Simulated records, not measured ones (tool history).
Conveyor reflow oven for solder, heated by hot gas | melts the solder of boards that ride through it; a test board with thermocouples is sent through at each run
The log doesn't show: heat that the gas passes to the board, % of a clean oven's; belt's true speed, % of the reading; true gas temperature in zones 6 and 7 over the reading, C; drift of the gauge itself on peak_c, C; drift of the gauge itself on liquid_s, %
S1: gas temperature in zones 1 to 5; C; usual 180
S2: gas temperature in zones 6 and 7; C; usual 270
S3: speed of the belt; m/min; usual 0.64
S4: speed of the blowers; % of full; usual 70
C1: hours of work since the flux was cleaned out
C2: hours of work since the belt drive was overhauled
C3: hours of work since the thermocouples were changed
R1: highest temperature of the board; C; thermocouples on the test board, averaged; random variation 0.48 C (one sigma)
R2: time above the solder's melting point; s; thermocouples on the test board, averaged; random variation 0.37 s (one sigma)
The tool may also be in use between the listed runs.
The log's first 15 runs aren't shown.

run,hour,S1,S2,S3,S4,C1,C2,C3,R1,R2
16,267.1,180,270,0.64,78,200,523,213,258.9,56.2
17,286.2,180,270,0.64,78,215,539,228,258.7,55.5
18,308.2,180,270,0.64,87,232,556,246,260.1,57.2
19,329.2,180,270,0.64,87,249,573,262,259.5,56.9
20,352.5,178,270,0.64,70,268,592,281,255.1,53.3
21,363.4,182,268,0.64,70,276,600,290,254.8,54.9
22,385.2,180,270,0.758,70,294,618,307,250.8,42.8
23,397.5,180,270,0.758,70,304,627,317,251.3,42.5
24,409.9,173,277,0.586,78,314,637,327,265.6,62.6
25,424,173,277,0.586,78,325,649,338,265.6,62.4
26,447,184,279,0.64,70,343,667,356,265.6,59.7
27,466.3,179,266,0.691,61,359,682,372,246.8,44.1
# hour 493.1: flux residue cleaned out of gas plates and filters
28,494.7,191,270,0.77,70,1,701,390,254.6,48.2
29,514,179,261,0.597,54,17,716,406,247.2,52.9
30,534.8,182,270,0.64,59,33,733,422,255.3,54.3
31,546.8,182,270,0.64,59,43,743,432,255.5,55

3 ways to go on from here, each from the tool as it stands after run 31. What would each give?
A,567.2,182,270,0.515,59,59,759,448,?,?
B,567.2,178,270,0.627,87,59,759,448,?,?
C,567.2,183,275,0.64,71,59,759,448,?,?

run,R1,R2
A,260.3,72.3
B,262.1,58.9
C,263.2,59.1
Without the tool's hidden state the same runs would have given:
run,R1,R2
A,261,71.2
B,262.9,58.2
C,263.9,58.3
